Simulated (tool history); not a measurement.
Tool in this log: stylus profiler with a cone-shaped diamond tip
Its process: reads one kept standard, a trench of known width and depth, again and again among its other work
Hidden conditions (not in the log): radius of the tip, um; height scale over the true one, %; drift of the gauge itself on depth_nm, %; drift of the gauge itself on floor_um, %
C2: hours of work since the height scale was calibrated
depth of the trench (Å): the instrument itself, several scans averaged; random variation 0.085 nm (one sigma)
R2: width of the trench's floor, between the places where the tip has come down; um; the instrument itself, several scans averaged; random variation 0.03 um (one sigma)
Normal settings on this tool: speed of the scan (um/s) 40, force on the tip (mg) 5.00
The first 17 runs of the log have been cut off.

At hour 1604.1: height scale calibrated on a step standard, once more.
Run 18, hour 1692.4: usual settings; scans with this tip 3463; C2 63. Result: depth of the trench (Å) 5107.8, R2 94.32 um.
Run 19, hour 1781.6: usual settings but force on the tip (mg) 2.49; scans with this tip 4181; C2 127. Result: depth of the trench (Å) 5067.9, R2 94.10 um.
Run 20, hour 1924.3: usual settings but speed of the scan (um/s) 79, force on the tip (mg) 5.50; scans with this tip 5329; C2 229. Result: depth of the trench (Å) 5114.8, R2 93.65 um.
Run 21, hour 2011.1: usual settings but speed of the scan (um/s) 58, force on the tip (mg) 2.05; scans with this tip 6028; C2 291. Result: depth of the trench (Å) 5057.1, R2 93.41 um.
Run 22, hour 2130.2: usual settings but speed of the scan (um/s) 11, force on the tip (mg) 5.27; scans with this tip 6986; C2 377. Result: depth of the trench (Å) 5109.6, R2 93.36 um.
Run 23, hour 2236.6: usual settings but speed of the scan (um/s) 11, force on the tip (mg) 5.27; scans with this tip 7842; C2 453. Result: depth of the trench (Å) 5106.1, R2 93.10 um.
Run 24, hour 2376.8: usual settings but speed of the scan (um/s) 38, force on the tip (mg) 8.55; scans with this tip 8971; C2 553. Result: depth of the trench (Å) 5150.4, R2 92.79 um.
Run 25, hour 2440.0: usual settings but speed of the scan (um/s) 38, force on the tip (mg) 8.55; scans with this tip 9479; C2 599. Result: depth of the trench (Å) 5150.0, R2 92.64 um.
At hour 2517.6: new tip fitted, height scale calibrated.
Run 26, hour 2525.6: usual settings but speed of the scan (um/s) 24; scans with this tip 64; C2 6. Result: depth of the trench (Å) 5112.9, R2 95.49 um.
Run 27, hour 2647.0: usual settings but speed of the scan (um/s) 24; scans with this tip 1041; C2 93. Result: depth of the trench (Å) 5110.6, R2 95.11 um.
Run 28, hour 2743.7: usual settings but speed of the scan (um/s) 70, force on the tip (mg) 8.62; scans with this tip 1819; C2 162. Result: depth of the trench (Å) 5158.6, R2 94.80 um.
Run 29, hour 2848.7: usual settings but speed of the scan (um/s) 65, force on the tip (mg) 2.90; scans with this tip 2664; C2 237. Result: depth of the trench (Å) 5074.8, R2 94.41 um.
Run 30, hour 2932.5: usual settings but speed of the scan (um/s) 102, force on the tip (mg) 5.05; scans with this tip 3339; C2 297. Result: depth of the trench (Å) 5108.5, R2 94.10 um.
Run 31, hour 3080.4: usual settings but speed of the scan (um/s) 102, force on the tip (mg) 5.05; scans with this tip 4529; C2 403. Result: depth of the trench (Å) 5107.0, R2 93.77 um.
Run 32, hour 3188.0: usual settings but speed of the scan (um/s) 23, force on the tip (mg) 2.70; scans with this tip 5396; C2 480. Result: depth of the trench (Å) 5069.3, R2 93.75 um.
Run 33, hour 3280.3: usual settings but speed of the scan (um/s) 23, force on the tip (mg) 2.70; scans with this tip 6138; C2 546. Result: depth of the trench (Å) 5066.9, R2 93.49 um.
Run 34, hour 3397.8: usual settings but speed of the scan (um/s) 23, force on the tip (mg) 2.70; scans with this tip 7083; C2 630. Result: depth of the trench (Å) 5065.7, R2 93.23 um.
Run 35, hour 3486.8: usual settings but speed of the scan (um/s) 141, force on the tip (mg) 13.11; scans with this tip 7800; C2 694. Result: depth of the trench (Å) 5204.1, R2 92.90 um.
Run 36, hour 3547.4: usual settings but speed of the scan (um/s) 141, force on the tip (mg) 13.11; scans with this tip 8287; C2 737. Result: depth of the trench (Å) 5200.8, R2 92.75 um.
Run 37, hour 3620.1: usual settings but speed of the scan (um/s) 141, force on the tip (mg) 13.11; scans with this tip 8873; C2 790. Result: depth of the trench (Å) 5201.6, R2 92.62 um.

Here are 3 independent what-if runs from the current tool condition. What would each one return?
Run A, hour 3712.6: usual settings but speed of the scan (um/s) 141, force on the tip (mg) 4.48; scans with this tip 9617; C2 856. Result: depth of the trench (Å) ?, R2 ?.
Run B, hour 3712.6: usual settings but speed of the scan (um/s) 57, force on the tip (mg) 2.66; scans with this tip 9617; C2 856. Result: depth of the trench (Å) ?, R2 ?.
Run C, hour 3712.6: usual settings but speed of the scan (um/s) 13, force on the tip (mg) 3.60; scans with this tip 9617; C2 856. Result: depth of the trench (Å) ?, R2 ?.

run  depth of the trench (Å)     R2
  A                   5092.6  92.26
  B                   5062.8  92.47
  C                   5079.9  92.58
Without the tool's hidden state the same runs would have given:
run  depth of the trench (Å)     R2
  A                   5103.2  95.23
  B                   5073.3  95.44
  C                   5090.4  95.56
